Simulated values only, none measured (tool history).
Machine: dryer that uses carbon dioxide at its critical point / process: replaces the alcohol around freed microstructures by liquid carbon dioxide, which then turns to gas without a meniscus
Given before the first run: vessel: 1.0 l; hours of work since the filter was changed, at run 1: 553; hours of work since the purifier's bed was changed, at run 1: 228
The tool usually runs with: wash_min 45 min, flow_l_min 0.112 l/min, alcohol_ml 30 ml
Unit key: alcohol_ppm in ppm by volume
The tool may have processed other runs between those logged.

run,day,wash_min,flow_l_min,alcohol_ml,hours of work since the filter was changed,hours of work since the purifier's bed was changed,alcohol_ppm
1,0,45,0.112,30,553,228,423
# day 0.288: inlet filter changed
2,1.142,45,0.112,30,15,247,249
3,2.175,45,0.112,30,34,266,248
4,3.017,45,0.112,30,49,281,274
5,4.767,45,0.112,30,80,312,265
6,5.517,45,0.112,30,94,326,274
7,6.812,45,0.112,30,117,349,278
8,8.042,45,0.12,30,139,371,218
9,9.238,45,0.12,30,161,393,232
10,10.754,45,0.12,30,188,420,239
11,12.475,45,0.17,30,219,451,91
12,13.746,45,0.112,98,242,474,940
13,15.317,45,0.112,98,270,502,970
14,16.092,45,0.112,98,284,516,1009
15,16.946,45,0.112,98,299,531,1025
16,18.708,45,0.112,98,331,563,1046
17,19.825,45,0.112,98,351,583,1085
18,21.179,45,0.112,98,375,607,1150
19,22.088,45,0.112,98,391,623,1136
20,23.279,45,0.112,30,413,645,430
21,24.379,45,0.112,30,432,665,434
22,26.004,45,0.142,30,462,694,203
23,27.325,45,0.142,30,485,717,223
24,28.829,55,0.122,37,512,744,212
25,29.908,28,0.118,30,532,764,1856
26,31.162,35,0.112,29,554,786,1139
# day 31.471: inlet filter changed
27,32.021,35,0.133,65,10,801,759
28,32.829,38,0.1,50,24,815,1310
29,33.612,57,0.128,112,38,830,205
30,34.571,57,0.128,112,56,847,219
31,35.6,57,0.128,112,74,865,222
32,36.458,45,0.112,43,90,881,443
33,37.258,69,0.129,103,104,895,153
34,38.371,69,0.129,103,124,915,151
# day 38.642: purifier's bed changed
35,39.796,69,0.129,103,147,21,35
36,40.65,69,0.129,103,163,36,36
37,41.829,44,0.135,75,184,57,285
38,42.958,45,0.093,30,204,78,595
39,44.112,45,0.093,30,225,98,621
40,45.742,49,0.083,83,254,127,1968
41,47.471,49,0.083,83,285,159,2056
42,48.646,49,0.083,83,306,180,2055
43,49.912,28,0.112,25,329,202,1501
44,51.633,45,0.147,30,360,233,114

Had the tool no unlogged condition, and each run kept its random variation, what would the results have been?
What the log doesn't record here: flow that reaches the vessel past the clogged filter, %; alcohol in the recycled carbon dioxide, ppm; drift of the gauge itself on alcohol_ppm, %.
run,alcohol_ppm
1,207
2,211
3,203
4,220
5,200
6,205
7,197
8,137
9,143
10,139
11,23
12,645
13,639
14,652
15,652
16,636
17,639
18,662
19,635
20,200
21,194
22,50
23,61
24,45
25,1122
26,596
27,622
28,1140
29,77
30,87
31,86
32,280
33,23
34,22
35,24
36,23
37,203
38,460
39,468
40,1468
41,1483
42,1447
43,1112
44,44

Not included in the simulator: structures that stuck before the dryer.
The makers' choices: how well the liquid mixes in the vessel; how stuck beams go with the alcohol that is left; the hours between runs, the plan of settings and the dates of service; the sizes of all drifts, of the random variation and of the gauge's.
